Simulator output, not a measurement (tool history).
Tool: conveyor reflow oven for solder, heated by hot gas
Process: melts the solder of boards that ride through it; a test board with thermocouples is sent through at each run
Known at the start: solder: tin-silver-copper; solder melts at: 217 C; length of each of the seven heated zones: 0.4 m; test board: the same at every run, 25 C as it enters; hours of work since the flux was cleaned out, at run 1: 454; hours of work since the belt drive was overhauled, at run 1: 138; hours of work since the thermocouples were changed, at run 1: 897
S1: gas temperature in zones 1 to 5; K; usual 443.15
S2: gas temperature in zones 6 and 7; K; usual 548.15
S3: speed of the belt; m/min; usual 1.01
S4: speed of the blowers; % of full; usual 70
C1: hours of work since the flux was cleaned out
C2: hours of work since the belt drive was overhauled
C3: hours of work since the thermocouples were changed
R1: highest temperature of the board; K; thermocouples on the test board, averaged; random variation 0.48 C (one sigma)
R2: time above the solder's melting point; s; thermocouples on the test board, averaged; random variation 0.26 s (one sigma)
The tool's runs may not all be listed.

run   hour      S1      S2    S3  S4   C1   C2   C3      R1    R2
  1      0  443.15  548.15  1.01  70  454  138  897  530.95  37.1
  2   11.2  450.15  548.15  1.01  70  463  147  905  531.85  39.2
      24.2  -- flux residue cleaned out of gas plates and filters
  3   28.8  450.15  548.15  1.01  70    3  156  914  531.55  38.9
  4   43.3  450.15  548.15  1.01  70   14  167  925  532.25  39.2
  5     52  443.15  548.15  0.86  70   21  173  932  535.95  46.1
  6   69.5  443.15  548.15  0.86  70   34  186  945  535.65    46
  7   81.5  443.15  548.15  0.86  70   43  195  954  536.65  46.9
  8     93  443.15  548.15  0.86  70   51  204  962  536.25  46.6
     110.7  -- thermocouples of zones 6 and 7 changed
  9    116  443.15  561.15  0.86  70   67  220    4  548.35    50
 10  136.6  443.15  561.15  0.86  70   82  235   19  549.35    50
 11  153.4  443.15  561.15  0.86  70   95  247   32  548.35  49.9
 12  170.8  443.15  548.15  1.01  77  108  260   45  533.45  38.1
 13  179.5  443.15  548.15  1.01  77  114  267   51  533.85  38.2
 14  193.8  443.15  548.15  1.01  77  125  278   62  533.35  38.1
 15  204.4  443.15  548.15  1.01  80  133  285   70  533.45  38.7
 16  221.6  455.15  548.15  1.01  70  146  298   83  533.45  40.1
 17  241.2  431.15  552.15  1.12  50  160  313   97  518.65  24.6
 18  257.1  442.15  546.15  1.18  71  172  325  109  524.65  28.1
 19  268.2  455.15  548.15  0.86  54  180  333  117  532.85  47.3
 20  284.7  443.15  548.15  1.05  79  193  345  130  532.35  36.5
 21  297.1  443.15  548.15  1.05  79  202  354  139  533.45  36.4
 22  312.1  453.15  536.15  0.99  61  213  366  150  520.55  35.2
 23  322.2  443.15  553.15  1.01  61  221  373  158  533.15  37.4
 24  334.7  443.15  548.15  1.01  67  230  383  167  529.55  36.1
 25  350.2  443.15  550.15  1.01  70  241  394  178  532.35  37.8
 26  368.2  437.15  543.15  1.01  60  255  407  192  522.85  31.5
 27  385.7  443.15  548.15  0.94  68  268  421  205  532.55  41.1
 28  394.5  443.15  548.15  1.15  57  274  427  212  521.75  27.8
 29  403.6  443.15  543.15  1.01  88  281  434  218  531.15  37.4
 30  421.5  443.15  548.15  0.93  70  295  447  232  534.55    42

The same runs without the tool's hidden state, with the same run-to-run variation:
The hidden state here: heat that the gas passes to the board, % of a clean oven's; belt's true speed, % of the reading; true gas temperature in zones 6 and 7 over the reading, C; drift of the gauge itself on peak_c, C; drift of the gauge itself on liquid_s, %.
run      R1
  1  531.45
  2  532.25
  3  531.85
  4  532.55
  5  536.25
  6  535.95
  7  536.85
  8  536.45
  9  548.35
 10  549.45
 11  548.45
 12  533.55
 13  533.95
 14  533.45
 15  533.55
 16  533.55
 17  518.75
 18  524.85
 19  532.85
 20  532.45
 21  533.55
 22  520.65
 23  533.25
 24  529.65
 25  532.55
 26  523.05
 27  532.75
 28  521.95
 29  531.35
 30  534.75
R2: within 0.2 s of the measured result in every run.

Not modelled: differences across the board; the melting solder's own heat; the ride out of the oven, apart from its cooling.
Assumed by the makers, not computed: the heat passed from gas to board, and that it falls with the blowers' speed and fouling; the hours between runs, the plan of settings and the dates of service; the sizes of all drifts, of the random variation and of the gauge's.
